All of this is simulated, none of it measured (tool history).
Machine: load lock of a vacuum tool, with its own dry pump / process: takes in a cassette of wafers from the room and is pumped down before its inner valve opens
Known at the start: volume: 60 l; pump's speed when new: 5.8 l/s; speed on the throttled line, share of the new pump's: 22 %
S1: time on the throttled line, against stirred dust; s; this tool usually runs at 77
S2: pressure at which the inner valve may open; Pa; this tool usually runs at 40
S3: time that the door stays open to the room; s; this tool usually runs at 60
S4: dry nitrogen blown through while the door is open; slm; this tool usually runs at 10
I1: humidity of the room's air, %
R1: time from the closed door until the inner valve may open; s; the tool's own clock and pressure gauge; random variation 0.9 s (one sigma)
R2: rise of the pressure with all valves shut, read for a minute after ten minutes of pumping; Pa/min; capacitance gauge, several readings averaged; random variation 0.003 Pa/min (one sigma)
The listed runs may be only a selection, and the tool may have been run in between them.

run	day	S1	S2	S3	S4	I1	R1	R2
1	0	77	40	60	10	44.8	143.8	0.146
2	3.546	77	40	60	10	41.6	143.9	0.144
3	5.6	77	40	60	10	42.6	142.1	0.143
4	7.6	77	40	60	19	49.6	144.6	0.142
5	9.775	131	40	60	10	44.4	183.7	0.153
6	12.317	131	40	60	10	43.9	184.7	0.153
7	15.979	77	40	60	8	45.7	144.3	0.151
8	19.592	77	40	60	8	45.4	144.6	0.158
9	21.371	77	40	60	8	46.4	144.9	0.155
10	23.308	77	40	38	8	45.3	144.5	0.146
11	26.308	77	40	38	8	44.7	143.4	0.148
12	28.292	77	40	38	8	42.6	144.4	0.146
13	31.088	61	40	60	10	43.7	131.4	0.155
14	33.946	61	40	60	10	42.5	132	0.15
15	38.125	81	40	143	7	46.2	146.8	0.196
16	39.846	109	40	62	10	43.6	167	0.156
17	41.729	77	45	60	45	44.7	141.4	0.132
18	44.817	77	45	60	45	47.7	144	0.141
19	47.971	77	45	60	45	44.3	142.7	0.137
20	49.712	74	45	69	43	43.5	141.3	0.142
21	53.458	92	40	60	29	43.6	155.1	0.148
22	56.796	91	52	158	6	47.3	151	0.218
23	60.288	125	52	158	30	44.8	178.8	0.176
24	62.65	54	52	158	29	40.3	123.3	0.165
25	66.5	97	52	158	29	41.5	157	0.166
26	70.25	142	52	158	8	44.5	188.6	0.204
27	74.1	142	52	158	8	43.5	187.7	0.213
28	76.388	38	52	95	17	47	111.7	0.184

Consider 3 possible next runs. They are alternatives, not a sequence: every one starts from the tool as it was left by run 28. What does each give?
A	78.183	99	52	95	32	46.1	?	?
B	78.183	77	40	60	14	41.4	?	?
C	78.183	59	40	60	15	47	?	?

run	R1	R2
A	158.6	0.157
B	144.7	0.163
C	129.4	0.17
Take away the tool's hidden state, keep each run's random variation, and the runs would have read:
run	R1	R2
A	155.6	0.038
B	141.3	0.043
C	125.8	0.049
